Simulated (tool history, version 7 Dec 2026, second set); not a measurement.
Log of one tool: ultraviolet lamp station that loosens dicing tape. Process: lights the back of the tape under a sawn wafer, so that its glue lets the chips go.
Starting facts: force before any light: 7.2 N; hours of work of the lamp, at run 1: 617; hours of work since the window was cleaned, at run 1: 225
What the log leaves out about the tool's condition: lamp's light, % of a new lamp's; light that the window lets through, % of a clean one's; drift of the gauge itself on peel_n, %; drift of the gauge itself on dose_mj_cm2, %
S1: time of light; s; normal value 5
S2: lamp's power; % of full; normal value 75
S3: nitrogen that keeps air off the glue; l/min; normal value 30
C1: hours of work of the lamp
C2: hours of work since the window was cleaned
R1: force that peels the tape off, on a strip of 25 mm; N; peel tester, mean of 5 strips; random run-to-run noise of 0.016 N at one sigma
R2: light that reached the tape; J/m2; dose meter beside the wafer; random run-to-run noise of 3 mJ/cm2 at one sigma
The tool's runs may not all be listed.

{"run": 1, "hour": 0.0, "S1": 5, "S2": 75, "S3": 30, "C1": 617, "C2": 225, "R1": 1.962, "R2": 2510}
{"hour": 34.0, "done": "lamp changed"}
{"run": 2, "hour": 71.7, "S1": 5, "S2": 75, "S3": 30, "C1": 17, "C2": 257, "R1": 0.954, "R2": 4070}
{"run": 3, "hour": 133.7, "S1": 5, "S2": 75, "S3": 30, "C1": 45, "C2": 285, "R1": 1.009, "R2": 3950}
{"run": 4, "hour": 193.8, "S1": 5, "S2": 74, "S3": 30, "C1": 72, "C2": 312, "R1": 1.082, "R2": 3800}
{"hour": 198.0, "done": "window cleaned of glue's vapour"}
{"run": 5, "hour": 243.2, "S1": 5, "S2": 74, "S3": 30, "C1": 94, "C2": 20, "R1": 1.219, "R2": 3510}
{"run": 6, "hour": 286.5, "S1": 3, "S2": 74, "S3": 30, "C1": 114, "C2": 40, "R1": 2.482, "R2": 2040}
{"run": 7, "hour": 322.0, "S1": 3, "S2": 69, "S3": 30, "C1": 130, "C2": 56, "R1": 2.72, "R2": 1900}
{"run": 8, "hour": 379.5, "S1": 6, "S2": 85, "S3": 30, "C1": 156, "C2": 82, "R1": 0.83, "R2": 4530}
{"run": 9, "hour": 448.5, "S1": 5, "S2": 80, "S3": 30, "C1": 187, "C2": 113, "R1": 1.293, "R2": 3390}
{"run": 10, "hour": 486.8, "S1": 5, "S2": 80, "S3": 30, "C1": 204, "C2": 130, "R1": 1.311, "R2": 3340}

Hidden condition of the tool, last listed run before each entry between runs versus first listed run after:
In the gap between runs 1 and 2: lamp changed (hour 34)
  lamp's light, % of a new lamp's: 59.6 -> 98.3; light that the window lets through, % of a clean one's: 91.2 -> 90.1
  what was measured, less what the result would be without the hidden state, R1: +1.206 -> +0.186 N; R2: -2110 -> -520 J/m2
In the gap between runs 4 and 5: window cleaned of glue's vapour (hour 198)
  lamp's light, % of a new lamp's: 94.4 -> 92.8; light that the window lets through, % of a clean one's: 88.1 -> 83.3
  what was measured, less what the result would be without the hidden state, R1: +0.296 -> +0.434 N; R2: -770 -> -1030 J/m2

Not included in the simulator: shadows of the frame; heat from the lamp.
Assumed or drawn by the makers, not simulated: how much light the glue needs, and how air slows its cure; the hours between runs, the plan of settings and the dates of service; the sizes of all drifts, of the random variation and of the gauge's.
